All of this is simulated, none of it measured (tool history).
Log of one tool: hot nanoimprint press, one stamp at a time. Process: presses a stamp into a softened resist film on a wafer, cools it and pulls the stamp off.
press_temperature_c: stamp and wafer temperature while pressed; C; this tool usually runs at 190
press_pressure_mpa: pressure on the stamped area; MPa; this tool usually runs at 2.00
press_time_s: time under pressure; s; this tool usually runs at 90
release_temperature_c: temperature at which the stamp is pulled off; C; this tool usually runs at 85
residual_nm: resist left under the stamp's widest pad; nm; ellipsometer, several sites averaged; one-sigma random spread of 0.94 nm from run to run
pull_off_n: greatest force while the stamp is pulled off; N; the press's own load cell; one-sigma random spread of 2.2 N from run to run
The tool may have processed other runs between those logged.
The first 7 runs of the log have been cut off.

run   hour  press_temperature_c  press_pressure_mpa  press_time_s  release_temperature_c  residual_nm  pull_off_n
  8  220.1                  190                2.00            90                     85        134.2         107
  9  243.8                  190                2.00            90                     85        136.0         108
 10  263.9                  190                2.62            90                     85        121.4         115
 11  285.0                  191                2.62            90                     85        119.1         121
     294.6  -- stamp cleaned and given a new release coat
 12  311.0                  197                2.62            90                     85         99.6         100
 13  340.4                  189                2.00            90                     85        139.2         104
 14  373.5                  189                2.00            90                     85        139.7         104
 15  414.2                  190                2.00            90                     85        134.6         112
 16  432.6                  190                2.00            90                     85        134.7         110
 17  452.0                  198                2.00            86                     73        110.8         143
     483.7  -- stamp cleaned and given a new release coat
 18  498.0                  190                2.00            90                     82        136.6         109
 19  516.6                  189                2.00            90                     76        140.0         122
 20  559.0                  189                1.56            90                     76        152.5         120
 21  580.1                  179                1.94            90                     76        180.6         129
 22  607.8                  190                2.00            90                     85        135.9         110
 23  641.7                  198                2.00            90                     85        108.6         116
     673.6  -- stamp cleaned and given a new release coat
 24  678.8                  180                2.38            47                     74        196.9         125
 25  714.0                  198                1.23            94                     92        129.5          88
 26  749.0                  192                1.23            69                     75        165.1         129
 27  785.8                  189                1.30            81                     87        167.7         107
 28  818.3                  189                1.30            81                     87        168.2         109
 29  837.8                  202                3.05            71                     85         91.5         115
 30  855.5                  202                1.55           103                     76        103.2         139
     863.3  -- stamp cleaned and given a new release coat
 31  885.0                  190                1.59            54                     85        170.8          94

Here are 3 independent what-if runs from the current tool condition. What would each one return?
  A  924.6                  190                2.25           100                     85            ?           ?
  B  924.6                  182                2.75           127                     85            ?           ?
  C  924.6                  190                2.16            54                     85            ?           ?

run  residual_nm  pull_off_n
  A        127.2         106
  B        139.9         104
  C        161.0         103
With the hidden condition removed and each run's random variation left untouched, the same runs would have given:
run  residual_nm  pull_off_n
  A        121.1          97
  B        132.5          96
  C        154.8          94
